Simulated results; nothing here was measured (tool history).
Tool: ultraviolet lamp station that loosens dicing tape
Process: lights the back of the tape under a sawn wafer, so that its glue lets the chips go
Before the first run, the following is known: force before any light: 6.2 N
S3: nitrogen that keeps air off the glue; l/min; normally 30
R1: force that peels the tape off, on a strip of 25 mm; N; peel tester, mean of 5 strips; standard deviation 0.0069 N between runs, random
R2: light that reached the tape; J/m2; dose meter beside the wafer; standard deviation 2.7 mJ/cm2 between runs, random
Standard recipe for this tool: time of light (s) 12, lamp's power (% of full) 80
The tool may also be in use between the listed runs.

Run 1, hour 0.0: usual settings. Result: R1 0.313 N, R2 3070 J/m2.
Run 2, hour 16.6: usual settings. Result: R1 0.310 N, R2 3030 J/m2.
Run 3, hour 43.3: usual settings. Result: R1 0.325 N, R2 3050 J/m2.
Run 4, hour 72.5: usual settings. Result: R1 0.319 N, R2 2990 J/m2.
Run 5, hour 91.5: usual settings but lamp's power (% of full) 96. Result: R1 0.232 N, R2 3630 J/m2.
Run 6, hour 111.2: usual settings but lamp's power (% of full) 96. Result: R1 0.215 N, R2 3580 J/m2.
Run 7, hour 145.6: usual settings but lamp's power (% of full) 96. Result: R1 0.235 N, R2 3550 J/m2.
Run 8, hour 176.9: usual settings but lamp's power (% of full) 87. Result: R1 0.282 N, R2 3210 J/m2.
Run 9, hour 210.9: usual settings but time of light (s) 24, lamp's power (% of full) 87. Result: R1 0.116 N, R2 6390 J/m2.
Run 10, hour 240.4: usual settings but time of light (s) 24, lamp's power (% of full) 87. Result: R1 0.116 N, R2 6300 J/m2.
Run 11, hour 256.0: usual settings. Result: R1 0.366 N, R2 2880 J/m2.
Run 12, hour 276.6: usual settings. Result: R1 0.354 N, R2 2870 J/m2.
Run 13, hour 304.0: usual settings. Result: R1 0.368 N, R2 2850 J/m2.
Run 14, hour 337.3: usual settings. Result: R1 0.369 N, R2 2830 J/m2.
Run 15, hour 354.7: usual settings but time of light (s) 7. Result: R1 1.098 N, R2 1620 J/m2.
Run 16, hour 386.8: usual settings but time of light (s) 7. Result: R1 0.976 N, R2 1760 J/m2.
Run 17, hour 413.5: usual settings but time of light (s) 16, S3 22 l/min. Result: R1 0.222 N, R2 3950 J/m2.
Run 18, hour 443.8: usual settings but time of light (s) 9, lamp's power (% of full) 99, S3 12 l/min. Result: R1 0.807 N, R2 2780 J/m2.
Run 19, hour 477.2: usual settings but time of light (s) 11, lamp's power (% of full) 95, S3 21 l/min. Result: R1 0.385 N, R2 3220 J/m2.
Run 20, hour 510.6: usual settings but time of light (s) 14, lamp's power (% of full) 60, S3 59 l/min. Result: R1 0.318 N, R2 2590 J/m2.
Run 21, hour 544.7: usual settings but S3 32 l/min. Result: R1 0.355 N, R2 2910 J/m2.
Run 22, hour 567.7: usual settings but time of light (s) 9, lamp's power (% of full) 68, S3 21 l/min. Result: R1 1.089 N, R2 1820 J/m2.
Run 23, hour 600.1: usual settings but lamp's power (% of full) 95, S3 21 l/min. Result: R1 0.325 N, R2 3430 J/m2.
Run 24, hour 622.1: usual settings but lamp's power (% of full) 95, S3 21 l/min. Result: R1 0.311 N, R2 3380 J/m2.
Run 25, hour 646.2: usual settings but lamp's power (% of full) 95, S3 21 l/min. Result: R1 0.329 N, R2 3420 J/m2.
Run 26, hour 662.1: usual settings but lamp's power (% of full) 95, S3 21 l/min. Result: R1 0.344 N, R2 3390 J/m2.
Run 27, hour 685.6: usual settings but lamp's power (% of full) 99, S3 22 l/min. Result: R1 0.307 N, R2 3490 J/m2.
Run 28, hour 720.2: usual settings but lamp's power (% of full) 92, S3 14 l/min. Result: R1 0.490 N, R2 3200 J/m2.
Run 29, hour 736.9: usual settings but lamp's power (% of full) 92, S3 14 l/min. Result: R1 0.519 N, R2 3190 J/m2.
Run 30, hour 757.4: usual settings but lamp's power (% of full) 65, S3 33 l/min. Result: R1 0.572 N, R2 2190 J/m2.
Run 31, hour 787.4: usual settings but time of light (s) 8. Result: R1 0.890 N, R2 1800 J/m2.
Run 32, hour 808.9: usual settings but time of light (s) 10, lamp's power (% of full) 83, S3 46 l/min. Result: R1 0.415 N, R2 2340 J/m2.

Taken out of this log: 1 entry between the listed runs. Where each belongs, and how the hidden state differs across it:
Run 15 -> run 16: window cleaned of glue's vapour (hour 386.6)
  lamp's light, % of a new lamp's: 87.9 -> 87.4; light that the window lets through, % of a clean one's: 92.1 -> 99.2
  measured value less the no-hidden-state value, R1: +0.345 -> +0.223 N; R2: -380 -> -270 J/m2
